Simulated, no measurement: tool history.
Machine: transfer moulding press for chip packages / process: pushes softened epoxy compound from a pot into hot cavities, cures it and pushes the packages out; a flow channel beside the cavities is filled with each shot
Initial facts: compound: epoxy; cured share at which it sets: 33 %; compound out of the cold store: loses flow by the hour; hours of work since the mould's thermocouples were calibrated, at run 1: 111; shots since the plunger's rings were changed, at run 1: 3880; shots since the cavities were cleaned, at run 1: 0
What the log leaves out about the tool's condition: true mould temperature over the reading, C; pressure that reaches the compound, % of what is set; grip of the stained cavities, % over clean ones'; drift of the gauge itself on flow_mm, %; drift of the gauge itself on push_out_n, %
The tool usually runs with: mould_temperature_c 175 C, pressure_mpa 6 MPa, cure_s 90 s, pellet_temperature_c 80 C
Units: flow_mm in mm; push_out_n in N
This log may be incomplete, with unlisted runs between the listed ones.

run     day  mould_temperature_c  pressure_mpa  cure_s  pellet_temperature_c  hours of work since the mould's thermocouples were calibrated  shots since the plunger's rings were changed  shots since the cavities were cleaned  incoming compound's hours out of the cold store  flow_mm  push_out_n
  1       0                  175             6      90                    80                                                            111                                          3880                                      0                                             10.1      619         572
  2   1.279                  175             6      90                    80                                                            133                                          4299                                    419                                               17      601         725
      1.442  -- cavities cleaned with cleaning compound and waxed
  3   2.317                  175             6      90                    80                                                            149                                          4618                                    287                                             21.4      588         698
      2.879  -- cavities cleaned with cleaning compound and waxed
  4    3.15                  175             6      90                    80                                                            162                                          4870                                     88                                             28.3      574         579
       4.35  -- cavities cleaned with cleaning compound and waxed
  5   4.408                  175             6      90                    80                                                            182                                          5262                                     20                                             24.5      579         615
      5.721  -- cavities cleaned with cleaning compound and waxed
  6   6.171                  172             6      90                    80                                                            211                                          5818                                    148                                             15.2      593         862
        6.4  -- plunger's sealing rings changed
      7.279  -- cavities cleaned with cleaning compound and waxed
  7   7.321                  172             6      90                    80                                                            227                                           280                                     13                                             38.3      624         658
  8   8.079                  172             6      90                    80                                                            240                                           529                                    262                                             32.4      623         818
       8.65  -- cavities cleaned with cleaning compound and waxed
  9   9.354                  172             6      90                    80                                                            260                                           925                                    230                                             46.5      602         802
      9.596  -- mould's thermocouples calibrated
       10.2  -- cavities cleaned with cleaning compound and waxed
 10  10.708                  172             6      90                    80                                                             18                                          1320                                    165                                             26.4      636         796
     11.583  -- cavities cleaned with cleaning compound and waxed
 11  11.938                  172             6      90                    80                                                             37                                          1702                                    116                                             42.3      596         761
     13.075  -- cavities cleaned with cleaning compound and waxed
 12  13.242                  172             6      90                    80                                                             58                                          2108                                     54                                             12.7      647         784
     14.533  -- cavities cleaned with cleaning compound and waxed
 13  14.808                  172             6      90                    80                                                             83                                          2601                                     90                                             21.8      620         774
     15.917  -- cavities cleaned with cleaning compound and waxed
 14  15.917                  172             6      90                    71                                                            101                                          2942                                      0                                               10      643         766
 15  17.079                  170             6      90                    86                                                            120                                          3323                                    381                                             29.5      617        1042
     17.358  -- cavities cleaned with cleaning compound and waxed
     17.929  -- mould's thermocouples calibrated, once more
     18.812  -- cavities cleaned with cleaning compound and waxed
 16  19.004                  170             6      90                    71                                                             17                                          3884                                     63                                             29.3      598         883

The next listed run, before its measurement:
     20.204  -- cavities cleaned with cleaning compound and waxed
 17  20.475                  180             6      90                    73                                                             41                                          4345                                     89                                             24.9        ?           ?

{"run 17": {"flow_mm": 571, "push_out_n": 465}}
The same run, on a tool lacking any hidden state, would have yielded flow_mm 628 mm, push_out_n 419 N.
